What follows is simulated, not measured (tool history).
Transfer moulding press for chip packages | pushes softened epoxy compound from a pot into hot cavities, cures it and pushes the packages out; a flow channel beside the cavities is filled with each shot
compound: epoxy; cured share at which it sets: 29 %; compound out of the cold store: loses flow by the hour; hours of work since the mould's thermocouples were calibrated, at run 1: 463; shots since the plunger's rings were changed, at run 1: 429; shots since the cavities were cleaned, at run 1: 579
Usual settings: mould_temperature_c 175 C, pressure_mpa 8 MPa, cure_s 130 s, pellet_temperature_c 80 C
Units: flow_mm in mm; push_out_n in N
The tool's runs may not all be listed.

run	hour	mould_temperature_c	pressure_mpa	cure_s	pellet_temperature_c	hours of work since the mould's thermocouples were calibrated	shots since the plunger's rings were changed	shots since the cavities were cleaned	incoming compound's hours out of the cold store	flow_mm	push_out_n
1	0	175	8	130	80	463	429	579	36.9	877	791
# hour 4.6: cavities cleaned with cleaning compound and waxed
2	27.3	175	8	130	80	479	679	220	46.9	830	669
3	53	175	8	130	80	495	928	469	31.3	889	788
# hour 70.1: cavities cleaned with cleaning compound and waxed
4	70.2	175	8	164	80	504	1080	1	45.1	833	433
5	86.7	175	8	130	86	515	1241	162	44.6	831	652
6	109.3	175	6.6	130	80	529	1459	380	15.7	856	776
# hour 134.7: cavities cleaned with cleaning compound and waxed
7	140.8	175	6.6	130	80	547	1751	60	31.4	792	644
8	170.9	175	6.6	130	80	566	2042	351	29.8	801	798
9	191.1	175	8.78	110	80	579	2238	547	25.2	932	1257
# hour 200.9: cavities cleaned with cleaning compound and waxed
# hour 217.7: mould's thermocouples calibrated
10	228.4	175	8.78	110	80	7	2566	247	44.5	845	870
11	253.1	175	8.78	110	80	22	2805	486	23.2	923	1056
# hour 267.9: cavities cleaned with cleaning compound and waxed
12	287.2	175	8.78	110	80	42	3120	186	17.1	944	885

Forecast each of these 4 alternatives for the next run:
A	321	175	7.2	110	74	63	3449	515	30.8	?	?
B	321	175	7.02	159	77	63	3449	515	27.1	?	?
C	321	175	8.49	112	80	63	3449	515	20.6	?	?
D	321	175	9.17	130	80	63	3449	515	43.1	?	?

run	flow_mm	push_out_n
A	800	1034
B	804	589
C	913	994
D	859	704
Without the tool's hidden state the same runs would have given:
run	flow_mm	push_out_n
A	851	769
B	855	436
C	972	739
D	914	523
